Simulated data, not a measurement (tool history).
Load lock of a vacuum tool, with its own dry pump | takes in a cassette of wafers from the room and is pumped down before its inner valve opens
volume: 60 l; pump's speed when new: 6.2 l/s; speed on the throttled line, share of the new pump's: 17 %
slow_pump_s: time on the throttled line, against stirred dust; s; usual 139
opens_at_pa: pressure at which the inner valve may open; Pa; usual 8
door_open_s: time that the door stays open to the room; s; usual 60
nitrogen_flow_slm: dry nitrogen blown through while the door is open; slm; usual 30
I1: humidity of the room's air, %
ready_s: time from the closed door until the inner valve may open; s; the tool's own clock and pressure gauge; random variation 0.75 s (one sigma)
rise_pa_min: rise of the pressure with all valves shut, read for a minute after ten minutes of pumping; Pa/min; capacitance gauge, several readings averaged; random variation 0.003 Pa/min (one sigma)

{"run": 1, "hour": 0.0, "slow_pump_s": 139, "opens_at_pa": 8, "door_open_s": 60, "nitrogen_flow_slm": 30, "I1": 43.6, "ready_s": 211.0, "rise_pa_min": 0.384}
{"run": 2, "hour": 251.1, "slow_pump_s": 139, "opens_at_pa": 8, "door_open_s": 60, "nitrogen_flow_slm": 30, "I1": 43.2, "ready_s": 211.9, "rise_pa_min": 0.396}
{"run": 3, "hour": 569.4, "slow_pump_s": 139, "opens_at_pa": 8, "door_open_s": 62, "nitrogen_flow_slm": 30, "I1": 48.0, "ready_s": 213.5, "rise_pa_min": 0.418}
{"run": 4, "hour": 958.8, "slow_pump_s": 139, "opens_at_pa": 8, "door_open_s": 62, "nitrogen_flow_slm": 30, "I1": 44.9, "ready_s": 212.8, "rise_pa_min": 0.423}
{"run": 5, "hour": 1201.0, "slow_pump_s": 139, "opens_at_pa": 8, "door_open_s": 62, "nitrogen_flow_slm": 30, "I1": 42.3, "ready_s": 212.4, "rise_pa_min": 0.441}
{"run": 6, "hour": 1637.1, "slow_pump_s": 139, "opens_at_pa": 8, "door_open_s": 60, "nitrogen_flow_slm": 30, "I1": 43.4, "ready_s": 214.6, "rise_pa_min": 0.453}
{"run": 7, "hour": 1891.0, "slow_pump_s": 157, "opens_at_pa": 8, "door_open_s": 60, "nitrogen_flow_slm": 30, "I1": 44.2, "ready_s": 227.7, "rise_pa_min": 0.468}
{"run": 8, "hour": 2235.1, "slow_pump_s": 157, "opens_at_pa": 8, "door_open_s": 60, "nitrogen_flow_slm": 35, "I1": 47.2, "ready_s": 228.4, "rise_pa_min": 0.501}
{"run": 9, "hour": 2519.2, "slow_pump_s": 157, "opens_at_pa": 8, "door_open_s": 60, "nitrogen_flow_slm": 35, "I1": 43.1, "ready_s": 229.2, "rise_pa_min": 0.496}
{"run": 10, "hour": 2711.0, "slow_pump_s": 157, "opens_at_pa": 8, "door_open_s": 60, "nitrogen_flow_slm": 35, "I1": 46.9, "ready_s": 229.7, "rise_pa_min": 0.509}
{"run": 11, "hour": 3028.0, "slow_pump_s": 157, "opens_at_pa": 8, "door_open_s": 60, "nitrogen_flow_slm": 35, "I1": 45.3, "ready_s": 230.4, "rise_pa_min": 0.538}
{"run": 12, "hour": 3327.4, "slow_pump_s": 157, "opens_at_pa": 8, "door_open_s": 60, "nitrogen_flow_slm": 35, "I1": 46.3, "ready_s": 230.0, "rise_pa_min": 0.54}
{"run": 13, "hour": 3566.6, "slow_pump_s": 157, "opens_at_pa": 8, "door_open_s": 60, "nitrogen_flow_slm": 35, "I1": 47.1, "ready_s": 228.8, "rise_pa_min": 0.541}
{"run": 14, "hour": 4000.1, "slow_pump_s": 157, "opens_at_pa": 8, "door_open_s": 60, "nitrogen_flow_slm": 35, "I1": 46.2, "ready_s": 229.6, "rise_pa_min": 0.58}
{"run": 15, "hour": 4411.5, "slow_pump_s": 157, "opens_at_pa": 8, "door_open_s": 60, "nitrogen_flow_slm": 35, "I1": 47.6, "ready_s": 229.0, "rise_pa_min": 0.6}
{"run": 16, "hour": 4691.8, "slow_pump_s": 157, "opens_at_pa": 8, "door_open_s": 60, "nitrogen_flow_slm": 35, "I1": 44.7, "ready_s": 230.3, "rise_pa_min": 0.622}
{"run": 17, "hour": 5024.0, "slow_pump_s": 157, "opens_at_pa": 8, "door_open_s": 60, "nitrogen_flow_slm": 35, "I1": 45.8, "ready_s": 230.4, "rise_pa_min": 0.622}
{"run": 18, "hour": 5272.8, "slow_pump_s": 157, "opens_at_pa": 8, "door_open_s": 60, "nitrogen_flow_slm": 35, "I1": 41.0, "ready_s": 229.4, "rise_pa_min": 0.654}
{"run": 19, "hour": 5628.8, "slow_pump_s": 139, "opens_at_pa": 11, "door_open_s": 137, "nitrogen_flow_slm": 30, "I1": 46.8, "ready_s": 211.8, "rise_pa_min": 0.684}
{"run": 20, "hour": 5858.1, "slow_pump_s": 250, "opens_at_pa": 8, "door_open_s": 60, "nitrogen_flow_slm": 17, "I1": 44.1, "ready_s": 305.1, "rise_pa_min": 0.683}
{"run": 21, "hour": 6319.8, "slow_pump_s": 250, "opens_at_pa": 8, "door_open_s": 60, "nitrogen_flow_slm": 17, "I1": 47.3, "ready_s": 308.4, "rise_pa_min": 0.72}
{"run": 22, "hour": 6746.3, "slow_pump_s": 139, "opens_at_pa": 8, "door_open_s": 60, "nitrogen_flow_slm": 9, "I1": 43.2, "ready_s": 217.6, "rise_pa_min": 0.043}
{"run": 23, "hour": 6972.1, "slow_pump_s": 139, "opens_at_pa": 8, "door_open_s": 237, "nitrogen_flow_slm": 30, "I1": 47.1, "ready_s": 216.6, "rise_pa_min": 0.061}
{"run": 24, "hour": 7211.3, "slow_pump_s": 139, "opens_at_pa": 8, "door_open_s": 237, "nitrogen_flow_slm": 30, "I1": 44.8, "ready_s": 216.8, "rise_pa_min": 0.057}
{"run": 25, "hour": 7424.1, "slow_pump_s": 139, "opens_at_pa": 12, "door_open_s": 102, "nitrogen_flow_slm": 30, "I1": 47.8, "ready_s": 211.9, "rise_pa_min": 0.044}
{"run": 26, "hour": 7855.1, "slow_pump_s": 139, "opens_at_pa": 13, "door_open_s": 59, "nitrogen_flow_slm": 30, "I1": 44.3, "ready_s": 210.3, "rise_pa_min": 0.045}
{"run": 27, "hour": 8152.7, "slow_pump_s": 139, "opens_at_pa": 13, "door_open_s": 59, "nitrogen_flow_slm": 30, "I1": 45.7, "ready_s": 211.1, "rise_pa_min": 0.046}
{"run": 28, "hour": 8623.0, "slow_pump_s": 96, "opens_at_pa": 8, "door_open_s": 60, "nitrogen_flow_slm": 13, "I1": 46.1, "ready_s": 172.0, "rise_pa_min": 0.068}
{"run": 29, "hour": 8862.8, "slow_pump_s": 96, "opens_at_pa": 8, "door_open_s": 60, "nitrogen_flow_slm": 13, "I1": 44.6, "ready_s": 173.0, "rise_pa_min": 0.066}
{"run": 30, "hour": 9080.0, "slow_pump_s": 139, "opens_at_pa": 6, "door_open_s": 60, "nitrogen_flow_slm": 29, "I1": 45.8, "ready_s": 213.1, "rise_pa_min": 0.063}
{"run": 31, "hour": 9284.9, "slow_pump_s": 143, "opens_at_pa": 7, "door_open_s": 153, "nitrogen_flow_slm": 19, "I1": 42.3, "ready_s": 213.7, "rise_pa_min": 0.095}
{"run": 32, "hour": 9640.9, "slow_pump_s": 98, "opens_at_pa": 11, "door_open_s": 39, "nitrogen_flow_slm": 23, "I1": 41.7, "ready_s": 170.7, "rise_pa_min": 0.072}
{"run": 33, "hour": 9999.7, "slow_pump_s": 139, "opens_at_pa": 8, "door_open_s": 128, "nitrogen_flow_slm": 30, "I1": 44.6, "ready_s": 209.8, "rise_pa_min": 0.1}
{"run": 34, "hour": 10303.2, "slow_pump_s": 139, "opens_at_pa": 9, "door_open_s": 81, "nitrogen_flow_slm": 45, "I1": 44.0, "ready_s": 208.5, "rise_pa_min": 0.092}
{"run": 35, "hour": 10509.9, "slow_pump_s": 139, "opens_at_pa": 9, "door_open_s": 81, "nitrogen_flow_slm": 45, "I1": 50.2, "ready_s": 208.3, "rise_pa_min": 0.099}
{"run": 36, "hour": 10751.0, "slow_pump_s": 139, "opens_at_pa": 9, "door_open_s": 81, "nitrogen_flow_slm": 45, "I1": 44.2, "ready_s": 208.4, "rise_pa_min": 0.098}

Taken out of this log: 2 entries between the listed runs. Where each belongs, and how the hidden state differs across it:
Between runs 21 and 22: door's seal changed, seat wiped (hour 6425.8)
  pump's speed, % of a new pump's: 90.2 -> 90; leak at the door's seal, Pa l/s: 0.6929 -> 0.0046
  measured less the result without the state, ready_s: +6.0 -> +7.8 s; rise_pa_min: +0.684 -> +0.002 Pa/min
Between runs 27 and 28: dry pump taken out, an overhauled one fitted (hour 8452.1)
  pump's speed, % of a new pump's: 89 -> 99.9; leak at the door's seal, Pa l/s: 0.024 -> 0.0329
  measured less the result without the state, ready_s: +8.1 -> +0.0 s; rise_pa_min: +0.022 -> +0.032 Pa/min
